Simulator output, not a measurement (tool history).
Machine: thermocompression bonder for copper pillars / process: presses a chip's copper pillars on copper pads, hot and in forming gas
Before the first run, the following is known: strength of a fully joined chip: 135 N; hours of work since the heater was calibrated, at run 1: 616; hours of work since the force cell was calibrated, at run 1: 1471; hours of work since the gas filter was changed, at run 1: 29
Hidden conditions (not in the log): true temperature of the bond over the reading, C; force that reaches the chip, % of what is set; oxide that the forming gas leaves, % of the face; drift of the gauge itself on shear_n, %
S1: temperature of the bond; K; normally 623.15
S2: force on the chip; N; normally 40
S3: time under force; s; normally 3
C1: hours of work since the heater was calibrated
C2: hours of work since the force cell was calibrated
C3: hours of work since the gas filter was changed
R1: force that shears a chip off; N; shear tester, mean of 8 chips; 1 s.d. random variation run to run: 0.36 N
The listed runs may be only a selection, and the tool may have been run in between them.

run 1 hour=0 | S1=623.15 S2=40 S3=3 | C1=616 C2=1471 C3=29 | R1=50.7
run 2 hour=77.1 | S1=623.15 S2=40 S3=2 | C1=663 C2=1517 C3=75 | R1=42.7
-- hour=139.4 forming gas filter changed
run 3 hour=143.1 | S1=623.15 S2=40 S3=2 | C1=703 C2=1557 C3=2 | R1=44.8
run 4 hour=189.1 | S1=623.15 S2=40 S3=3 | C1=730 C2=1584 C3=30 | R1=52.7
run 5 hour=237.6 | S1=623.15 S2=40 S3=3 | C1=759 C2=1614 C3=59 | R1=51.2
run 6 hour=289.8 | S1=623.15 S2=40 S3=3 | C1=791 C2=1645 C3=91 | R1=50.3
-- hour=328.8 forming gas filter changed
run 7 hour=364.2 | S1=622.15 S2=40 S3=3 | C1=836 C2=1690 C3=21 | R1=51.8
run 8 hour=441.3 | S1=622.15 S2=25 S3=3 | C1=882 C2=1736 C3=68 | R1=38
-- hour=516.7 forming gas filter changed
run 9 hour=516.7 | S1=622.15 S2=25 S3=3 | C1=927 C2=1781 C3=0 | R1=40.6
run 10 hour=568.8 | S1=623.15 S2=46 S3=5 | C1=959 C2=1813 C3=31 | R1=68.4
run 11 hour=646.7 | S1=630.15 S2=40 S3=3 | C1=1006 C2=1860 C3=78 | R1=54.6
run 12 hour=691.1 | S1=607.15 S2=40 S3=2 | C1=1032 C2=1887 C3=105 | R1=38
-- hour=708.2 forming gas filter changed
run 13 hour=767.1 | S1=607.15 S2=40 S3=2 | C1=1078 C2=1932 C3=36 | R1=39.9
run 14 hour=825.1 | S1=607.15 S2=40 S3=2 | C1=1113 C2=1967 C3=71 | R1=40.1
run 15 hour=888.1 | S1=602.15 S2=40 S3=8 | C1=1151 C2=2005 C3=108 | R1=64.1
-- hour=894.4 forming gas filter changed
run 16 hour=950.6 | S1=649.15 S2=40 S3=7 | C1=1188 C2=2043 C3=34 | R1=83.5
run 17 hour=1015.8 | S1=650.15 S2=58 S3=2 | C1=1228 C2=2082 C3=73 | R1=65.8

Consider 4 possible next runs. They are alternatives, not a sequence: every one starts from the tool as it was left by run 17. What does each give?
run A hour=1077.4 | S1=620.15 S2=36 S3=2 | C1=1265 C2=2119 C3=110 | R1=?
run B hour=1077.4 | S1=621.15 S2=40 S3=7 | C1=1265 C2=2119 C3=110 | R1=?
run C hour=1077.4 | S1=623.15 S2=45 S3=3 | C1=1265 C2=2119 C3=110 | R1=?
run D hour=1077.4 | S1=623.15 S2=40 S3=2 | C1=1265 C2=2119 C3=110 | R1=?

run=A R1=40.5
run=B R1=68.4
run=C R1=55.8
run=D R1=44.3
Had the tool no hidden state, the same runs would have come out as:
run=A R1=37.7
run=B R1=65.2
run=C R1=52.5
run=D R1=41.3
